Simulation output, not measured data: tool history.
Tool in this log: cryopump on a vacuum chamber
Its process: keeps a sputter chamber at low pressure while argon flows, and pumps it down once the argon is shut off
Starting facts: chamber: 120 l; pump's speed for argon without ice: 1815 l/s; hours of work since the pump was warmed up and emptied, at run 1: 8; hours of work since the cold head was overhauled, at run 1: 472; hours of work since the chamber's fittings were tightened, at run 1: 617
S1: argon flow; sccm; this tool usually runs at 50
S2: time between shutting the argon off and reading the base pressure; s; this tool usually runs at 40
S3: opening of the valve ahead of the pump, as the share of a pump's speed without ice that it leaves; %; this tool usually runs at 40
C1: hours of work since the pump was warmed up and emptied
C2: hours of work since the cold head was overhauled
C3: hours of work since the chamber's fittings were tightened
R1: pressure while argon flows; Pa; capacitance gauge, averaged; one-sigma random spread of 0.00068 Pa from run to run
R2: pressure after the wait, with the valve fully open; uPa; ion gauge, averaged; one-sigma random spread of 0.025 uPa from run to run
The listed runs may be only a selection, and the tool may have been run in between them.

Run 1, hour 0: usual settings; C1 8; C2 472; C3 617. Result: R1 0.1178 Pa, R2 1.56 uPa.
Run 2, hour 64.7: usual settings; C1 38; C2 503; C3 647. Result: R1 0.1179 Pa, R2 1.59 uPa.
Run 3, hour 120.4: usual settings; C1 64; C2 529; C3 673. Result: R1 0.1196 Pa, R2 1.64 uPa.
Run 4, hour 171.2: usual settings; C1 88; C2 553; C3 697. Result: R1 0.1197 Pa, R2 1.66 uPa.
Run 5, hour 277: usual settings; C1 138; C2 602; C3 746. Result: R1 0.1229 Pa, R2 1.81 uPa.
Run 6, hour 364.2: usual settings but S3 54 %; C1 178; C2 643; C3 787. Result: R1 0.0943 Pa, R2 1.89 uPa.
Run 7, hour 422.5: usual settings; C1 206; C2 670; C3 814. Result: R1 0.1254 Pa, R2 1.95 uPa.
Run 8, hour 522.5: usual settings; C1 252; C2 717; C3 861. Result: R1 0.1266 Pa, R2 2 uPa.
Run 9, hour 570.9: usual settings but S2 88 s; C1 275; C2 739; C3 884. Result: R1 0.1289 Pa, R2 1.57 uPa.
Run 10, hour 655.8: usual settings; C1 315; C2 779; C3 923. Result: R1 0.1317 Pa, R2 2.11 uPa.
Run 11, hour 745.4: usual settings; C1 357; C2 821; C3 965. Result: R1 0.1351 Pa, R2 2.32 uPa.
Run 12, hour 839.2: usual settings; C1 401; C2 865; C3 1009. Result: R1 0.1369 Pa, R2 2.33 uPa.
At hour 931.5: pump warmed up, emptied and cooled again.
Run 13, hour 933.2: usual settings; C1 1; C2 907; C3 1051. Result: R1 0.117 Pa, R2 1.92 uPa.
Run 14, hour 995.7: usual settings; C1 30; C2 936; C3 1080. Result: R1 0.1173 Pa, R2 2.01 uPa.
Run 15, hour 1073.4: usual settings; C1 66; C2 972; C3 1116. Result: R1 0.1185 Pa, R2 2.05 uPa.
Run 16, hour 1158.8: usual settings; C1 106; C2 1012; C3 1156. Result: R1 0.1206 Pa, R2 2.13 uPa.
Run 17, hour 1264.8: usual settings but S3 16 %; C1 156; C2 1062; C3 1206. Result: R1 0.2987 Pa, R2 2.25 uPa.
Run 18, hour 1335.8: usual settings but S3 16 %; C1 189; C2 1095; C3 1239. Result: R1 0.2976 Pa, R2 2.31 uPa.
Run 19, hour 1450.2: usual settings but S3 42 %; C1 243; C2 1148; C3 1293. Result: R1 0.1219 Pa, R2 2.41 uPa.
Run 20, hour 1542.7: usual settings but S1 57 sccm, S2 85 s, S3 20 %; C1 286; C2 1192; C3 1336. Result: R1 0.2809 Pa, R2 2.15 uPa.
Run 21, hour 1612.3: usual settings but S2 61 s, S3 35 %; C1 318; C2 1224; C3 1368. Result: R1 0.1496 Pa, R2 2.37 uPa.
Run 22, hour 1685.9: usual settings but S2 61 s, S3 35 %; C1 353; C2 1259; C3 1403. Result: R1 0.1515 Pa, R2 2.48 uPa.
Run 23, hour 1734.8: usual settings but S1 75 sccm; C1 376; C2 1281; C3 1426. Result: R1 0.2048 Pa, R2 2.87 uPa.
Run 24, hour 1843.6: usual settings but S1 42 sccm, S2 97 s; C1 427; C2 1332; C3 1476. Result: R1 0.1178 Pa, R2 2.47 uPa.
At hour 1880.2: pump warmed up, emptied and cooled again.
Run 25, hour 1945.6: usual settings but S1 28 sccm, S2 74 s, S3 17 %; C1 31; C2 1378; C3 1522. Result: R1 0.1548 Pa, R2 1.99 uPa.
Run 26, hour 2008.1: usual settings but S1 28 sccm, S2 74 s, S3 17 %; C1 60; C2 1407; C3 1551. Result: R1 0.1545 Pa, R2 2.07 uPa.
Run 27, hour 2114.4: usual settings but S1 28 sccm, S2 37 s, S3 44 %; C1 110; C2 1457; C3 1601. Result: R1 0.0614 Pa, R2 2.68 uPa.
Run 28, hour 2181.8: usual settings but S1 24 sccm, S2 32 s; C1 141; C2 1488; C3 1632. Result: R1 0.0582 Pa, R2 2.84 uPa.
Run 29, hour 2248.4: usual settings but S1 24 sccm, S2 32 s; C1 172; C2 1519; C3 1663. Result: R1 0.0605 Pa, R2 3.03 uPa.
Run 30, hour 2363.9: usual settings but S1 20 sccm, S2 32 s; C1 226; C2 1573; C3 1717. Result: R1 0.0514 Pa, R2 3.1 uPa.
Run 31, hour 2449.9: usual settings but S1 20 sccm, S2 32 s; C1 266; C2 1613; C3 1758. Result: R1 0.0521 Pa, R2 3.17 uPa.
Run 32, hour 2500.7: usual settings but S1 20 sccm, S2 32 s; C1 290; C2 1637; C3 1781. Result: R1 0.0524 Pa, R2 3.23 uPa.
Run 33, hour 2558.8: usual settings but S1 80 sccm, S2 46 s, S3 51 %; C1 317; C2 1664; C3 1809. Result: R1 0.1712 Pa, R2 3.02 uPa.
Run 34, hour 2622.5: usual settings but S1 53 sccm, S2 180 s, S3 33 %; C1 347; C2 1694; C3 1838. Result: R1 0.1677 Pa, R2 2.57 uPa.

Forecast each of these 4 alternatives for the next run:
Run A, hour 2693.8: usual settings but S1 70 sccm, S2 21 s, S3 31 %; C1 380; C2 1728; C3 1872. Result: R1 ?, R2 ?.
Run B, hour 2693.8: usual settings but S1 55 sccm, S2 54 s, S3 33 %; C1 380; C2 1728; C3 1872. Result: R1 ?, R2 ?.
Run C, hour 2693.8: usual settings but S1 99 sccm, S2 172 s, S3 18 %; C1 380; C2 1728; C3 1872. Result: R1 ?, R2 ?.
Run D, hour 2693.8: usual settings but S1 53 sccm, S2 28 s, S3 33 %; C1 380; C2 1728; C3 1872. Result: R1 ?, R2 ?.

run      R1    R2
  A  0.2372  4.07
  B  0.1769  3.18
  C  0.5526  2.62
  D  0.1685  3.73
With the hidden condition removed and each run's random variation left untouched, the same runs would have given:
run      R1    R2
  A  0.2098  1.75
  B  0.1553   0.8
  C  0.5135  0.35
  D  0.1478  1.37
